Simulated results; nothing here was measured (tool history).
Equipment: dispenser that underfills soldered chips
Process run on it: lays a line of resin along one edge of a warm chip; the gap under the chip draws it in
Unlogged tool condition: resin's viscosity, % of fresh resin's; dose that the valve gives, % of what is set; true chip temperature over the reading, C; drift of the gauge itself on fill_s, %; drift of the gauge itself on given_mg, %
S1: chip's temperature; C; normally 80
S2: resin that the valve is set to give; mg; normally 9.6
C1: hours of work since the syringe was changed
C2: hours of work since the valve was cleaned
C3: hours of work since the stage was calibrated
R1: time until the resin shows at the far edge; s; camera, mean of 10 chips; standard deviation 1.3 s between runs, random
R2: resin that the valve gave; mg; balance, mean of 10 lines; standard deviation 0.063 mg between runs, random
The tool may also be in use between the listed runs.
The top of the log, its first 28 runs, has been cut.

run,hour,S1,S2,C1,C2,C3,R1,R2
29,190.7,90,9.6,11,60,255,224.3,9.17
# hour 192.2: new syringe of resin
30,198.7,80,9.84,5,66,260,198.8,9.19
31,203.8,73,9.38,8,69,264,390.4,8.89
# hour 209.8: new syringe of resin
32,213.4,73,9.38,3,76,270,237.7,8.83
33,218.1,73,9.38,6,79,274,316.2,8.76
# hour 227.1: new syringe of resin
34,227.4,89,8.8,0,86,280,90.7,8.24
35,234.2,89,8.8,5,91,285,143.9,8.12
36,243.5,77,12.04,12,97,292,433.6,11.15

4 options for the next run, each taken on its own from the tool as it stands now. Forecast them:
# hour 244.7: new syringe of resin
A,252.5,84,8.66,6,103,298,?,?
# hour 244.7: new syringe of resin
B,252.5,77,8.24,6,103,298,?,?
# hour 244.7: new syringe of resin
C,252.5,72,10.32,6,103,298,?,?
# hour 244.7: new syringe of resin
D,252.5,93,9.84,6,103,298,?,?

run,R1,R2
A,187.8,8.02
B,267.7,7.6
C,328.1,9.5
D,125.6,8.98
Stripped of hidden state, with their random variation kept, the same runs would have yielded:
run,R1,R2
A,101.5,8.72
B,143.4,8.26
C,178,10.32
D,68.8,9.76
